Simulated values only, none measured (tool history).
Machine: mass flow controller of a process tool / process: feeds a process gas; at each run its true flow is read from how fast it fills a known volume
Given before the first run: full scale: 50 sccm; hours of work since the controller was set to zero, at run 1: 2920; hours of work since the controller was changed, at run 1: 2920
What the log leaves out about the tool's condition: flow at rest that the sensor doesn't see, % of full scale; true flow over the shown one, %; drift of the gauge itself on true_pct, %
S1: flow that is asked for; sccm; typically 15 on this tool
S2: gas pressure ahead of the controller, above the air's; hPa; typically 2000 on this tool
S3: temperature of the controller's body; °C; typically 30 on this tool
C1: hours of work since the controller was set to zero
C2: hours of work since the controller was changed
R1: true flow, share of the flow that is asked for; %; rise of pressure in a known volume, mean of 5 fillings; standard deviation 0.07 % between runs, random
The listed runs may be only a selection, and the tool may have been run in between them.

Run 1, hour 0: usual settings; C1 2920; C2 2920. Result: R1 99.35 %.
Run 2, hour 138: usual settings; C1 3025; C2 3025. Result: R1 99.48 %.
Run 3, hour 267.9: usual settings; C1 3125; C2 3125. Result: R1 99.31 %.
Run 4, hour 365.6: usual settings; C1 3200; C2 3200. Result: R1 99.48 %.
Run 5, hour 470.2: usual settings but S2 2410 hPa; C1 3280; C2 3280. Result: R1 99.9 %.
Run 6, hour 533.9: usual settings but S2 2410 hPa; C1 3329; C2 3329. Result: R1 99.8 %.
Run 7, hour 646.2: usual settings but S2 2410 hPa; C1 3414; C2 3414. Result: R1 99.83 %.
Run 8, hour 730.1: usual settings but S2 2410 hPa; C1 3479; C2 3479. Result: R1 99.85 %.
Run 9, hour 818.8: usual settings but S2 2410 hPa; C1 3547; C2 3547. Result: R1 99.76 %.
Run 10, hour 884.2: usual settings; C1 3597; C2 3597. Result: R1 99.47 %.
Run 11, hour 957.8: usual settings but S2 2440 hPa; C1 3653; C2 3653. Result: R1 99.87 %.
Run 12, hour 1019.7: usual settings; C1 3701; C2 3701. Result: R1 99.67 %.
Run 13, hour 1142.7: usual settings; C1 3795; C2 3795. Result: R1 99.59 %.
Run 14, hour 1222.3: usual settings; C1 3856; C2 3856. Result: R1 99.64 %.
Run 15, hour 1319.9: usual settings; C1 3930; C2 3930. Result: R1 99.79 %.
Run 16, hour 1460.4: usual settings but S3 29 °C; C1 4038; C2 4038. Result: R1 99.79 %.
Run 17, hour 1526.7: usual settings but S3 29 °C; C1 4089; C2 4089. Result: R1 99.96 %.
Run 18, hour 1670.7: usual settings; C1 4199; C2 4199. Result: R1 99.81 %.
Run 19, hour 1812.4: usual settings but S2 1550 hPa; C1 4308; C2 4308. Result: R1 99.62 %.
Run 20, hour 1881.9: usual settings but S2 1550 hPa; C1 4361; C2 4361. Result: R1 99.44 %.
Run 21, hour 1982.6: usual settings but S2 1550 hPa; C1 4438; C2 4438. Result: R1 99.45 %.
Run 22, hour 2102.6: usual settings but S2 1550 hPa; C1 4530; C2 4530. Result: R1 99.57 %.
Run 23, hour 2209: usual settings but S2 2350 hPa; C1 4611; C2 4611. Result: R1 100.25 %.
Run 24, hour 2307.8: usual settings but S2 2350 hPa; C1 4687; C2 4687. Result: R1 100.21 %.
Run 25, hour 2396.5: usual settings but S2 1530 hPa, S3 39 °C; C1 4755; C2 4755. Result: R1 98.75 %.
Run 26, hour 2524.6: usual settings but S2 1530 hPa, S3 39 °C; C1 4853; C2 4853. Result: R1 98.91 %.
Run 27, hour 2643.8: usual settings but S1 14 sccm, S2 1850 hPa, S3 34 °C; C1 4944; C2 4944. Result: R1 99.73 %.
Run 28, hour 2721.9: usual settings but S1 14 sccm, S2 1850 hPa, S3 34 °C; C1 5004; C2 5004. Result: R1 99.73 %.
Run 29, hour 2841.1: usual settings but S3 34 °C; C1 5096; C2 5096. Result: R1 99.8 %.
Run 30, hour 2976.8: usual settings but S3 34 °C; C1 5199; C2 5199. Result: R1 99.83 %.
Run 31, hour 3063.1: usual settings but S1 5 sccm, S2 1980 hPa, S3 24 °C; C1 5265; C2 5265. Result: R1 102.68 %.
Run 32, hour 3179.5: usual settings but S3 40 °C; C1 5355; C2 5355. Result: R1 99.39 %.
Run 33, hour 3258: usual settings but S2 1870 hPa, S3 23 °C; C1 5415; C2 5415. Result: R1 100.75 %.
Run 34, hour 3358.5: usual settings but S2 1870 hPa, S3 23 °C; C1 5492; C2 5492. Result: R1 100.76 %.
Run 35, hour 3484: usual settings but S1 39 sccm, S2 1870 hPa, S3 23 °C; C1 5588; C2 5588. Result: R1 100.68 %.
Run 36, hour 3616.7: usual settings but S1 39 sccm, S2 1870 hPa, S3 23 °C; C1 5690; C2 5690. Result: R1 100.67 %.
Run 37, hour 3682.4: usual settings but S1 13 sccm, S2 1420 hPa, S3 39 °C; C1 5740; C2 5740. Result: R1 99.2 %.
Run 38, hour 3799.2: usual settings but S1 13 sccm, S2 1970 hPa, S3 37 °C; C1 5829; C2 5829. Result: R1 99.86 %.
Run 39, hour 3906.8: usual settings but S1 17 sccm, S2 1620 hPa, S3 24 °C; C1 5912; C2 5912. Result: R1 100.57 %.
Run 40, hour 4045.7: usual settings but S1 14 sccm, S2 1690 hPa, S3 38 °C; C1 6018; C2 6018. Result: R1 99.68 %.
Run 41, hour 4167: usual settings but S1 36 sccm, S2 1400 hPa, S3 38 °C; C1 6111; C2 6111. Result: R1 99.28 %.
Run 42, hour 4232.8: usual settings but S1 20 sccm, S2 2530 hPa, S3 23 °C; C1 6161; C2 6161. Result: R1 101.27 %.
Run 43, hour 4293.5: usual settings but S2 1630 hPa; C1 6208; C2 6208. Result: R1 100.16 %.

How would selected steps in R1 from run to run divide? Give the signed amount a tool lacking its hidden state would still show from settings, what came in and random variation, and the signed amount left for the hidden state, including any gauge scatter that is not in both of the compared results.
Run 30 -> 31: S1 15 -> 5, S2 2000 -> 1980, S3 34 -> 24. R1 +2.85 %: hidden state +2.39, all else +0.46.
Run 31 -> 32: S1 5 -> 15, S2 1980 -> 2000, S3 24 -> 40. R1 -3.29 %: hidden state -2.35, all else -0.94.
Run 36 -> 37: S1 39 -> 13, S2 1870 -> 1420, S3 23 -> 39. R1 -1.47 %: hidden state +1.02, all else -2.49.
Run 41 -> 42: S1 36 -> 20, S2 1400 -> 2530, S3 38 -> 23. R1 +1.99 %: hidden state +0.46, all else +1.53.
